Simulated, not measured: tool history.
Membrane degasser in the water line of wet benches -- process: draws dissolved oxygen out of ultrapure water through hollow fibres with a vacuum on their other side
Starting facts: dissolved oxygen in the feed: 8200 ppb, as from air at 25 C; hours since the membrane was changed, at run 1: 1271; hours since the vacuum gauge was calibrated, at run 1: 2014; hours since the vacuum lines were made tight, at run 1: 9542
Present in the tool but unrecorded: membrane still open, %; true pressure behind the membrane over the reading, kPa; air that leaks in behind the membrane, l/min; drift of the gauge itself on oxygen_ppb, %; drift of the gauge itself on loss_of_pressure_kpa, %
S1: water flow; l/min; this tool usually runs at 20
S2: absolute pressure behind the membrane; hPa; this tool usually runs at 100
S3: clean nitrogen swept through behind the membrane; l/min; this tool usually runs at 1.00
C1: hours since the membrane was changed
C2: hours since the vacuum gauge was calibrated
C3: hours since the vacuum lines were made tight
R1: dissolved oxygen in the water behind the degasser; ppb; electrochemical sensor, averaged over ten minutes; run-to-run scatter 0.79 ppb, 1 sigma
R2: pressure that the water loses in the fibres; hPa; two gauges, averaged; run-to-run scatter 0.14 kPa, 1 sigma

run 1 hour=0.0 | S1=20 S2=100 S3=1.00 | C1=1271 C2=2014 C3=9542 | R1=310.2 R2=371.8
run 2 hour=41.3 | S1=20 S2=100 S3=1.00 | C1=1312 C2=2056 C3=9583 | R1=311.0 R2=371.7
run 3 hour=70.8 | S1=20 S2=100 S3=1.00 | C1=1342 C2=2085 C3=9613 | R1=310.6 R2=373.7
run 4 hour=138.3 | S1=20 S2=100 S3=0.84 | C1=1409 C2=2153 C3=9680 | R1=358.7 R2=371.6
run 5 hour=197.2 | S1=20 S2=100 S3=1.00 | C1=1468 C2=2212 C3=9739 | R1=311.9 R2=371.6
run 6 hour=266.1 | S1=20 S2=100 S3=1.00 | C1=1537 C2=2281 C3=9808 | R1=311.3 R2=371.5
run 7 hour=301.2 | S1=20 S2=100 S3=0.67 | C1=1572 C2=2316 C3=9843 | R1=428.4 R2=369.9
run 8 hour=337.1 | S1=20 S2=100 S3=1.00 | C1=1608 C2=2352 C3=9879 | R1=309.4 R2=372.0
run 9 hour=372.1 | S1=12 S2=100 S3=0.63 | C1=1643 C2=2387 C3=9914 | R1=290.1 R2=223.3
run 10 hour=412.8 | S1=13 S2=100 S3=1.15 | C1=1684 C2=2427 C3=9955 | R1=184.7 R2=242.6
run 11 hour=480.0 | S1=23 S2=85 S3=0.55 | C1=1751 C2=2494 C3=10022 | R1=448.8 R2=429.1
run 12 hour=544.4 | S1=20 S2=100 S3=0.45 | C1=1815 C2=2559 C3=10087 | R1=581.1 R2=371.9
run 13 hour=602.1 | S1=18 S2=216 S3=2.81 | C1=1873 C2=2617 C3=10144 | R1=286.2 R2=335.9
run 14 hour=667.4 | S1=18 S2=216 S3=2.81 | C1=1938 C2=2682 C3=10210 | R1=288.4 R2=335.2
run 15 hour=701.1 | S1=18 S2=216 S3=2.81 | C1=1972 C2=2716 C3=10243 | R1=288.4 R2=336.5
run 16 hour=737.7 | S1=20 S2=119 S3=0.50 | C1=2009 C2=2752 C3=10280 | R1=670.9 R2=371.9

Each row is a separate what-if for the run after 16, all from the same tool condition, not one after another. Results?
run A hour=780.2 | S1=20 S2=171 S3=0.50 | C1=2051 C2=2795 C3=10322 | R1=? R2=?
run B hour=780.2 | S1=17 S2=100 S3=1.00 | C1=2051 C2=2795 C3=10322 | R1=? R2=?
run C hour=780.2 | S1=20 S2=96 S3=1.00 | C1=2051 C2=2795 C3=10322 | R1=? R2=?

run=A R1=1026.3 R2=373.2
run=B R1=267.7 R2=317.2
run=C R1=294.8 R2=372.6
Stripped of hidden state, with their random variation kept, the same runs would have yielded:
run=A R1=1016.3 R2=371.3
run=B R1=260.3 R2=315.6
run=C R1=287.2 R2=370.7

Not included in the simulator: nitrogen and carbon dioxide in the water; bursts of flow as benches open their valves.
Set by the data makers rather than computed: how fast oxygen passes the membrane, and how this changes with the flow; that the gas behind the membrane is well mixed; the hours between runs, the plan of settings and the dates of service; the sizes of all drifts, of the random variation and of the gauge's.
